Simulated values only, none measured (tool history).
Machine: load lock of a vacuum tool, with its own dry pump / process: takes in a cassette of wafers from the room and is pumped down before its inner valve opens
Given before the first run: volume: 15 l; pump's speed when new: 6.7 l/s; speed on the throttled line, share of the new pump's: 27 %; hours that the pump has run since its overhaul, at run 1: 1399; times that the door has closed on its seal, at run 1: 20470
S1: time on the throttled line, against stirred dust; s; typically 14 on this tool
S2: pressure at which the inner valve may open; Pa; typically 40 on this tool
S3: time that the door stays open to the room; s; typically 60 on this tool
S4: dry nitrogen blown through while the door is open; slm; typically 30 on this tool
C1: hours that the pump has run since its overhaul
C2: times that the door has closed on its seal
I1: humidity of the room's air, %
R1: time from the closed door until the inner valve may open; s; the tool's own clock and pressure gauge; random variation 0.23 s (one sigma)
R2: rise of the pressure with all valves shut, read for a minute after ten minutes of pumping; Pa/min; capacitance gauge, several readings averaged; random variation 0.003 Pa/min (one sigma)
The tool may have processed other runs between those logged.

{"run": 1, "hour": 0.0, "S1": 14, "S2": 40, "S3": 60, "S4": 30, "C1": 1399, "C2": 20470, "I1": 44.6, "R1": 28.1, "R2": 0.032}
{"run": 2, "hour": 324.3, "S1": 14, "S2": 40, "S3": 60, "S4": 30, "C1": 1723, "C2": 20862, "I1": 46.1, "R1": 27.9, "R2": 0.031}
{"run": 3, "hour": 904.6, "S1": 14, "S2": 40, "S3": 60, "S4": 30, "C1": 2304, "C2": 21563, "I1": 42.8, "R1": 27.8, "R2": 0.03}
{"run": 4, "hour": 1404.9, "S1": 14, "S2": 35, "S3": 60, "S4": 30, "C1": 2804, "C2": 22168, "I1": 45.2, "R1": 28.3, "R2": 0.026}
{"run": 5, "hour": 1746.5, "S1": 14, "S2": 35, "S3": 60, "S4": 30, "C1": 3146, "C2": 22581, "I1": 46.5, "R1": 28.2, "R2": 0.028}
{"run": 6, "hour": 2180.5, "S1": 14, "S2": 35, "S3": 60, "S4": 30, "C1": 3580, "C2": 23105, "I1": 48.7, "R1": 28.5, "R2": 0.036}

Run 7 is up next; what results do you expect?
{"run": 7, "hour": 2771.0, "S1": 14, "S2": 52, "S3": 29, "S4": 30, "C1": 4170, "C2": 23819, "I1": 44.2, "R1": "?", "R2": "?"}

{"run 7": {"R1": 27.1, "R2": 0.023}}
With no hidden state in the tool, this same run would have given R1 27.1 s, R2 0.022 Pa/min.
